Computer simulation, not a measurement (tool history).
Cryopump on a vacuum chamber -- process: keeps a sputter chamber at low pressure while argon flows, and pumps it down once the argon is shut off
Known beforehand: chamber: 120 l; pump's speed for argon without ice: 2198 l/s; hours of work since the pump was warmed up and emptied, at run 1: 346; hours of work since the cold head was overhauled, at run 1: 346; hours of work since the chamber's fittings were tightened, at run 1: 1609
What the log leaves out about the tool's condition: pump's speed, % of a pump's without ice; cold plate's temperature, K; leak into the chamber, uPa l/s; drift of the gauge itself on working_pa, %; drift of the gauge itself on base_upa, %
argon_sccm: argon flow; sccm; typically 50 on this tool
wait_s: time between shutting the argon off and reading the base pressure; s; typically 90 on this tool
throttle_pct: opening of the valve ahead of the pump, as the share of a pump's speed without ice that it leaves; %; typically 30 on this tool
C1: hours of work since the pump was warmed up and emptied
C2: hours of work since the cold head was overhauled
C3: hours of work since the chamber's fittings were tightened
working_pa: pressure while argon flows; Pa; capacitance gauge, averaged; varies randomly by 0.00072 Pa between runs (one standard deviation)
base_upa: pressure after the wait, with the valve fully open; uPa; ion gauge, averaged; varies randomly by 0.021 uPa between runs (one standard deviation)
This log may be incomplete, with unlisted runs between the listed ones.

run 1 hour=0 | argon_sccm=50 wait_s=90 throttle_pct=30 | C1=346 C2=346 C3=1609 | working_pa=0.1372 base_upa=0.81
run 2 hour=56.4 | argon_sccm=50 wait_s=90 throttle_pct=16 | C1=391 C2=391 C3=1653 | working_pa=0.2491 base_upa=0.84
run 3 hour=89.1 | argon_sccm=50 wait_s=90 throttle_pct=17 | C1=417 C2=417 C3=1679 | working_pa=0.2353 base_upa=0.78
-- hour=105.2 pump warmed up, emptied and cooled again
run 4 hour=144.8 | argon_sccm=50 wait_s=90 throttle_pct=17 | C1=31 C2=456 C3=1719 | working_pa=0.2296 base_upa=0.74
run 5 hour=201.5 | argon_sccm=50 wait_s=90 throttle_pct=17 | C1=76 C2=501 C3=1763 | working_pa=0.2289 base_upa=0.73
run 6 hour=257.7 | argon_sccm=50 wait_s=90 throttle_pct=17 | C1=120 C2=545 C3=1808 | working_pa=0.2299 base_upa=0.75
run 7 hour=298 | argon_sccm=50 wait_s=90 throttle_pct=30 | C1=152 C2=577 C3=1839 | working_pa=0.1312 base_upa=0.76
run 8 hour=356.6 | argon_sccm=50 wait_s=90 throttle_pct=30 | C1=198 C2=623 C3=1886 | working_pa=0.1337 base_upa=0.79
run 9 hour=385.8 | argon_sccm=50 wait_s=90 throttle_pct=30 | C1=221 C2=646 C3=1909 | working_pa=0.1333 base_upa=0.79
run 10 hour=427.6 | argon_sccm=50 wait_s=90 throttle_pct=30 | C1=254 C2=679 C3=1941 | working_pa=0.1345 base_upa=0.84
run 11 hour=467.6 | argon_sccm=50 wait_s=90 throttle_pct=30 | C1=285 C2=711 C3=1973 | working_pa=0.1357 base_upa=0.8
run 12 hour=499.6 | argon_sccm=50 wait_s=90 throttle_pct=30 | C1=311 C2=736 C3=1998 | working_pa=0.1361 base_upa=0.86
run 13 hour=527.1 | argon_sccm=50 wait_s=90 throttle_pct=30 | C1=332 C2=758 C3=2020 | working_pa=0.1375 base_upa=0.85
run 14 hour=554.7 | argon_sccm=50 wait_s=48 throttle_pct=30 | C1=354 C2=779 C3=2042 | working_pa=0.1382 base_upa=1.19
run 15 hour=583.5 | argon_sccm=50 wait_s=48 throttle_pct=30 | C1=377 C2=802 C3=2064 | working_pa=0.1396 base_upa=1.21
run 16 hour=632.5 | argon_sccm=50 wait_s=139 throttle_pct=20 | C1=415 C2=840 C3=2103 | working_pa=0.2045 base_upa=0.73
-- hour=651.1 pump warmed up, emptied and cooled again
run 17 hour=664.9 | argon_sccm=61 wait_s=23 throttle_pct=42 | C1=11 C2=862 C3=2124 | working_pa=0.1141 base_upa=1.85
run 18 hour=722.5 | argon_sccm=26 wait_s=98 throttle_pct=17 | C1=56 C2=907 C3=2170 | working_pa=0.1188 base_upa=0.76
run 19 hour=775.3 | argon_sccm=50 wait_s=154 throttle_pct=37 | C1=98 C2=949 C3=2211 | working_pa=0.1074 base_upa=0.68
run 20 hour=828.5 | argon_sccm=29 wait_s=154 throttle_pct=29 | C1=140 C2=991 C3=2253 | working_pa=0.0793 base_upa=0.68
run 21 hour=861.7 | argon_sccm=47 wait_s=95 throttle_pct=18 | C1=166 C2=1017 C3=2279 | working_pa=0.204 base_upa=0.84
run 22 hour=910.9 | argon_sccm=87 wait_s=124 throttle_pct=41 | C1=205 C2=1056 C3=2318 | working_pa=0.1728 base_upa=0.74
run 23 hour=939.6 | argon_sccm=20 wait_s=87 throttle_pct=16 | C1=227 C2=1078 C3=2341 | working_pa=0.0981 base_upa=0.87
run 24 hour=975.4 | argon_sccm=20 wait_s=79 throttle_pct=16 | C1=255 C2=1107 C3=2369 | working_pa=0.0982 base_upa=0.96
run 25 hour=1030.1 | argon_sccm=79 wait_s=156 throttle_pct=30 | C1=298 C2=1150 C3=2412 | working_pa=0.2177 base_upa=0.72
run 26 hour=1054.7 | argon_sccm=39 wait_s=40 throttle_pct=27 | C1=318 C2=1169 C3=2431 | working_pa=0.1182 base_upa=1.39

Branching from run 26: 3 alternative next runs. What would each branch give?
run A hour=1093.2 | argon_sccm=26 wait_s=144 throttle_pct=57 | C1=348 C2=1199 C3=2462 | working_pa=? base_upa=?
run B hour=1093.2 | argon_sccm=36 wait_s=90 throttle_pct=20 | C1=348 C2=1199 C3=2462 | working_pa=? base_upa=?
run C hour=1093.2 | argon_sccm=97 wait_s=90 throttle_pct=38 | C1=348 C2=1199 C3=2462 | working_pa=? base_upa=?

run=A working_pa=0.0394 base_upa=0.74
run=B working_pa=0.1459 base_upa=0.91
run=C working_pa=0.2162 base_upa=0.96
Without the tool's unlogged condition, the same runs would have read:
run=A working_pa=0.0343 base_upa=0.34
run=B working_pa=0.1387 base_upa=0.51
run=C working_pa=0.1968 base_upa=0.56
